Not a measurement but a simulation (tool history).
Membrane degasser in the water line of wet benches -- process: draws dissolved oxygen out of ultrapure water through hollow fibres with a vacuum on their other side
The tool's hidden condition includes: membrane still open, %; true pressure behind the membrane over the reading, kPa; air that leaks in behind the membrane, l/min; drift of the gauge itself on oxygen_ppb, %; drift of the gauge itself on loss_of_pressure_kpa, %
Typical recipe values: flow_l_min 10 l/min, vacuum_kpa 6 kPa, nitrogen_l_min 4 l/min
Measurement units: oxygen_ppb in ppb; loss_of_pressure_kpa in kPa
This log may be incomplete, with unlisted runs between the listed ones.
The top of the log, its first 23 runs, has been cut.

run    hour  flow_l_min  vacuum_kpa  nitrogen_l_min  hours since the membrane was changed  hours since the vacuum gauge was calibrated  hours since the vacuum lines were made tight  oxygen_ppb  loss_of_pressure_kpa
 24  1727.2           7       11.86            6.02                                  3980                                         1670                                          1438        50.2                 20.11
 25  1791.4          10       13.12            1.69                                  4044                                         1735                                          1502       187.1                 28.37
 26  1854.9          10        9.91            1.69                                  4107                                         1798                                          1566         145                 28.61
 27  1943.6           8       12.73             2.6                                  4196                                         1887                                          1654       103.3                 22.62
 28  1989.9          11       10.96            6.18                                  4242                                         1933                                          1701        88.9                 31.27
 29  2072.2          12        9.31               4                                  4325                                         2015                                          1783       107.9                 34.08
 30  2146.7          12        9.31               4                                  4399                                         2090                                          1858       109.8                 34.01
 31  2209.3          12        9.31               4                                  4462                                         2152                                          1920       110.1                 33.79
 32  2258.7          10        6.98            1.99                                  4511                                         2202                                          1969        92.7                  28.4

Consider 3 possible next runs. They are alternatives, not a sequence: every one starts from the tool as it was left by run 32. What does each give?
  A  2334.3          11        6.98            1.99                                  4587                                         2277                                          2045           ?                     ?
  B  2334.3          10        6.33            2.03                                  4587                                         2277                                          2045           ?                     ?
  C  2334.3           8        6.92               3                                  4587                                         2277                                          2045           ?                     ?

run  oxygen_ppb  loss_of_pressure_kpa
  A       107.7                 31.06
  B        85.6                 27.84
  C        57.2                 22.63
Without the tool's hidden state the same runs would have given:
run  oxygen_ppb  loss_of_pressure_kpa
  A       107.6                 31.96
  B        85.6                 28.66
  C        57.1                 23.28

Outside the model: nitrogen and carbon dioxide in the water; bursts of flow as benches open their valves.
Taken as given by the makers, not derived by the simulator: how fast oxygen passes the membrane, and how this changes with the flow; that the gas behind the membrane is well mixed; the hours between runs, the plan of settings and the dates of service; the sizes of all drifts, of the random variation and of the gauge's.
